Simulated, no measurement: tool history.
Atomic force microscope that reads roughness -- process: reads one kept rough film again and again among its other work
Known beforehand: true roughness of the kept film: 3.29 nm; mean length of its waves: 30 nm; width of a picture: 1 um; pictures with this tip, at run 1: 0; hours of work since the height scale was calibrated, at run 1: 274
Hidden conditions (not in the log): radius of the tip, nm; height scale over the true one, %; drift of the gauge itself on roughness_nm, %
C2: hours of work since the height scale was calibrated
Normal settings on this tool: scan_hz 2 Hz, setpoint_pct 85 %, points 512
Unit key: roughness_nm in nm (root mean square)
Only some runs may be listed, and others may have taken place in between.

{"run": 1, "day": 0.0, "scan_hz": 2, "setpoint_pct": 85, "points": 512, "pictures with this tip": 0, "C2": 274, "roughness_nm": 2.67}
{"run": 2, "day": 0.7, "scan_hz": 2, "setpoint_pct": 85, "points": 512, "pictures with this tip": 19, "C2": 282, "roughness_nm": 2.627}
{"run": 3, "day": 1.483, "scan_hz": 2, "setpoint_pct": 85, "points": 512, "pictures with this tip": 40, "C2": 292, "roughness_nm": 2.577}
{"run": 4, "day": 2.358, "scan_hz": 2, "setpoint_pct": 85, "points": 512, "pictures with this tip": 63, "C2": 302, "roughness_nm": 2.499}
{"run": 5, "day": 2.804, "scan_hz": 2, "setpoint_pct": 88, "points": 512, "pictures with this tip": 75, "C2": 307, "roughness_nm": 2.442}
{"run": 6, "day": 3.604, "scan_hz": 2, "setpoint_pct": 88, "points": 512, "pictures with this tip": 96, "C2": 317, "roughness_nm": 2.402}
{"run": 7, "day": 4.033, "scan_hz": 2, "setpoint_pct": 76, "points": 512, "pictures with this tip": 107, "C2": 322, "roughness_nm": 2.502}
{"run": 8, "day": 4.942, "scan_hz": 2, "setpoint_pct": 76, "points": 512, "pictures with this tip": 132, "C2": 333, "roughness_nm": 2.455}
{"run": 9, "day": 5.662, "scan_hz": 2, "setpoint_pct": 85, "points": 512, "pictures with this tip": 151, "C2": 341, "roughness_nm": 2.324}
{"run": 10, "day": 6.133, "scan_hz": 2, "setpoint_pct": 85, "points": 512, "pictures with this tip": 163, "C2": 347, "roughness_nm": 2.314}
{"run": 11, "day": 6.929, "scan_hz": 2, "setpoint_pct": 85, "points": 512, "pictures with this tip": 184, "C2": 356, "roughness_nm": 2.259}
{"run": 12, "day": 7.767, "scan_hz": 2, "setpoint_pct": 85, "points": 566, "pictures with this tip": 207, "C2": 366, "roughness_nm": 2.215}
{"run": 13, "day": 8.512, "scan_hz": 2, "setpoint_pct": 85, "points": 566, "pictures with this tip": 227, "C2": 375, "roughness_nm": 2.191}
{"run": 14, "day": 9.242, "scan_hz": 2, "setpoint_pct": 85, "points": 512, "pictures with this tip": 246, "C2": 384, "roughness_nm": 2.158}
{"run": 15, "day": 9.908, "scan_hz": 2, "setpoint_pct": 85, "points": 512, "pictures with this tip": 264, "C2": 392, "roughness_nm": 2.135}
{"run": 16, "day": 10.358, "scan_hz": 2, "setpoint_pct": 85, "points": 512, "pictures with this tip": 276, "C2": 397, "roughness_nm": 2.096}
{"day": 10.483, "done": "height scale calibrated on a step standard"}
{"run": 17, "day": 11.308, "scan_hz": 2, "setpoint_pct": 88, "points": 512, "pictures with this tip": 300, "C2": 10, "roughness_nm": 2.033}
{"day": 11.583, "done": "new tip fitted"}
{"run": 18, "day": 11.875, "scan_hz": 2, "setpoint_pct": 85, "points": 512, "pictures with this tip": 7, "C2": 16, "roughness_nm": 2.61}
{"day": 12.029, "done": "height scale calibrated on a step standard, once more"}
{"run": 19, "day": 12.379, "scan_hz": 2, "setpoint_pct": 85, "points": 512, "pictures with this tip": 20, "C2": 4, "roughness_nm": 2.611}
{"run": 20, "day": 13.05, "scan_hz": 1.9, "setpoint_pct": 85, "points": 512, "pictures with this tip": 38, "C2": 12, "roughness_nm": 2.586}
{"run": 21, "day": 13.888, "scan_hz": 1.9, "setpoint_pct": 85, "points": 512, "pictures with this tip": 60, "C2": 22, "roughness_nm": 2.519}
{"run": 22, "day": 14.862, "scan_hz": 1.9, "setpoint_pct": 85, "points": 512, "pictures with this tip": 86, "C2": 34, "roughness_nm": 2.456}
{"run": 23, "day": 15.55, "scan_hz": 1.9, "setpoint_pct": 85, "points": 512, "pictures with this tip": 104, "C2": 42, "roughness_nm": 2.432}
{"run": 24, "day": 16.171, "scan_hz": 0.53, "setpoint_pct": 64, "points": 872, "pictures with this tip": 121, "C2": 49, "roughness_nm": 2.622}
{"run": 25, "day": 17.138, "scan_hz": 3.72, "setpoint_pct": 69, "points": 872, "pictures with this tip": 146, "C2": 61, "roughness_nm": 2.384}
{"run": 26, "day": 17.975, "scan_hz": 0.82, "setpoint_pct": 87, "points": 616, "pictures with this tip": 169, "C2": 71, "roughness_nm": 2.428}
{"run": 27, "day": 18.833, "scan_hz": 0.78, "setpoint_pct": 87, "points": 616, "pictures with this tip": 191, "C2": 81, "roughness_nm": 2.397}
{"run": 28, "day": 19.721, "scan_hz": 3.77, "setpoint_pct": 87, "points": 312, "pictures with this tip": 215, "C2": 91, "roughness_nm": 1.985}
{"run": 29, "day": 20.292, "scan_hz": 3.77, "setpoint_pct": 87, "points": 312, "pictures with this tip": 230, "C2": 98, "roughness_nm": 1.961}
{"run": 30, "day": 21.129, "scan_hz": 2, "setpoint_pct": 85, "points": 498, "pictures with this tip": 253, "C2": 108, "roughness_nm": 2.157}
{"run": 31, "day": 21.783, "scan_hz": 0.83, "setpoint_pct": 87, "points": 512, "pictures with this tip": 270, "C2": 116, "roughness_nm": 2.244}
{"run": 32, "day": 22.5, "scan_hz": 3.15, "setpoint_pct": 56, "points": 285, "pictures with this tip": 289, "C2": 124, "roughness_nm": 2.235}
{"day": 23.188, "done": "new tip fitted"}
{"run": 33, "day": 23.338, "scan_hz": 3.15, "setpoint_pct": 56, "points": 285, "pictures with this tip": 4, "C2": 134, "roughness_nm": 2.812}
{"run": 34, "day": 24.283, "scan_hz": 2, "setpoint_pct": 66, "points": 772, "pictures with this tip": 29, "C2": 145, "roughness_nm": 2.796}
{"run": 35, "day": 24.688, "scan_hz": 2, "setpoint_pct": 66, "points": 772, "pictures with this tip": 40, "C2": 150, "roughness_nm": 2.741}
{"run": 36, "day": 25.308, "scan_hz": 2, "setpoint_pct": 69, "points": 1001, "pictures with this tip": 56, "C2": 157, "roughness_nm": 2.671}
{"run": 37, "day": 25.996, "scan_hz": 2, "setpoint_pct": 59, "points": 675, "pictures with this tip": 74, "C2": 166, "roughness_nm": 2.677}
{"run": 38, "day": 26.533, "scan_hz": 2.77, "setpoint_pct": 79, "points": 481, "pictures with this tip": 89, "C2": 172, "roughness_nm": 2.424}
{"run": 39, "day": 27.488, "scan_hz": 2.77, "setpoint_pct": 79, "points": 481, "pictures with this tip": 114, "C2": 183, "roughness_nm": 2.375}
{"run": 40, "day": 28.312, "scan_hz": 2.77, "setpoint_pct": 79, "points": 481, "pictures with this tip": 136, "C2": 193, "roughness_nm": 2.349}

Entry by entry between the runs, the difference in hidden state between the last listed run before and the first listed run after:
Logged between run 16 and run 17: height scale calibrated on a step standard (day 10.483)
  radius of the tip, nm: 27 -> 28.9; height scale over the true one, %: -0.67 -> -0.89
  difference, measured minus the result without the unlogged condition, roughness_nm: -0.57 -> -0.607 nm (root mean square)
Logged between run 17 and run 18: new tip fitted (day 11.583)
  radius of the tip, nm: 28.9 -> 8.2; height scale over the true one, %: -0.89 -> -0.9
  difference, measured minus the result without the unlogged condition, roughness_nm: -0.607 -> -0.065 nm (root mean square)
Logged between run 18 and run 19: height scale calibrated on a step standard, once more (day 12.029)
  radius of the tip, nm: 8.2 -> 9.2; height scale over the true one, %: -0.9 -> -0.03
  difference, measured minus the result without the unlogged condition, roughness_nm: -0.065 -> -0.076 nm (root mean square)
Logged between run 32 and run 33: new tip fitted (day 23.188)
  radius of the tip, nm: 28.4 -> 7.8; height scale over the true one, %: -0.22 -> -0.23
  difference, measured minus the result without the unlogged condition, roughness_nm: -0.632 -> -0.036 nm (root mean square)
